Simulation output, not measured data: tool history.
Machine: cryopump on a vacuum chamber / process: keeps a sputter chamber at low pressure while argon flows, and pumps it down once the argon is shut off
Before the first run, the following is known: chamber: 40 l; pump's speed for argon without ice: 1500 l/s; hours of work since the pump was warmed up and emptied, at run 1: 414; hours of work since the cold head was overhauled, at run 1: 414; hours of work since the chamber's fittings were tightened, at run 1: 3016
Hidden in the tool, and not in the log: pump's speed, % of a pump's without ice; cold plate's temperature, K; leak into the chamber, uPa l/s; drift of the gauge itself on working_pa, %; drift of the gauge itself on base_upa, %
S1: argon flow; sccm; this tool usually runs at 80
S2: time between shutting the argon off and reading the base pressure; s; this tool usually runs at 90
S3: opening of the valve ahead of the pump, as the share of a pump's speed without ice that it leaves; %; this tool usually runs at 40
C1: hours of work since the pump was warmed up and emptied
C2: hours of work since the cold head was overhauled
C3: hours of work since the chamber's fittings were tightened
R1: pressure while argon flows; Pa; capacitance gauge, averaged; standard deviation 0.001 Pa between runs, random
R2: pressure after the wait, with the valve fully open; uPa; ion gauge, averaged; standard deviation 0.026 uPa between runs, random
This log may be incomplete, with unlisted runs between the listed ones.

run,hour,S1,S2,S3,C1,C2,C3,R1,R2
1,0,80,90,40,414,414,3016,0.2609,1.94
2,52.4,80,90,40,442,442,3045,0.2646,2.02
3,102,80,90,40,469,469,3072,0.2677,2.1
# hour 116.8: pump warmed up, emptied and cooled again
4,223.5,80,90,40,58,533,3135,0.2301,1.66
5,288.2,80,58,40,93,568,3170,0.2337,2.33
6,369.1,80,20,40,137,612,3214,0.2361,5.05
7,469,80,20,40,192,666,3268,0.2407,5.02
8,585.4,80,156,40,255,730,3332,0.2469,1.55
9,683.7,80,156,40,308,783,3385,0.2542,1.64
10,787.8,80,90,40,365,840,3442,0.2578,2.08
11,846.9,80,90,40,397,872,3474,0.2636,2.11
12,958.2,80,90,35,458,932,3535,0.3049,2.17
# hour 996.6: pump warmed up, emptied and cooled again
13,1013.6,80,90,35,9,960,3562,0.2585,1.75
# hour 1021.2: leaking fittings of the chamber tightened, without venting
14,1085.4,32,197,47,47,998,35,0.0784,0.73
15,1167.4,80,281,46,92,1042,79,0.201,0.56
16,1249.7,124,197,40,137,1087,124,0.3669,0.69
17,1312.1,32,52,40,170,1121,158,0.0947,1.9
18,1416.1,80,48,16,227,1178,215,0.5827,2.01
19,1525.8,84,48,16,287,1237,274,0.6114,2.06
20,1638.5,61,41,15,348,1299,336,0.4792,2.34
21,1735.9,35,292,25,401,1352,389,0.1731,0.75
22,1838.5,83,299,24,457,1407,445,0.4308,0.78
# hour 1877.7: pump warmed up, emptied and cooled again
23,1942.5,83,299,21,35,1461,498,0.4479,0.58
24,1993.9,83,299,21,63,1489,526,0.451,0.62
25,2084.8,80,41,37,113,1539,576,0.2517,2.36
26,2154.5,80,41,21,151,1577,614,0.4399,2.34

Alternative continuations, all from the tool just after run 26; predict every row:
A,2258.3,80,41,15,207,1633,670,?,?
B,2258.3,80,41,38,207,1633,670,?,?
C,2258.3,80,239,21,207,1633,670,?,?
D,2258.3,84,41,21,207,1633,670,?,?
E,2258.3,46,52,40,207,1633,670,?,?

run,R1,R2
A,0.6174,2.41
B,0.2553,2.4
C,0.4451,0.79
D,0.4686,2.41
E,0.1401,2.02
What these runs would have given with no unlogged condition in the tool:
run,R1,R2
A,0.6009,2.17
B,0.2387,2.16
C,0.4286,0.54
D,0.4513,2.17
E,0.1305,1.78

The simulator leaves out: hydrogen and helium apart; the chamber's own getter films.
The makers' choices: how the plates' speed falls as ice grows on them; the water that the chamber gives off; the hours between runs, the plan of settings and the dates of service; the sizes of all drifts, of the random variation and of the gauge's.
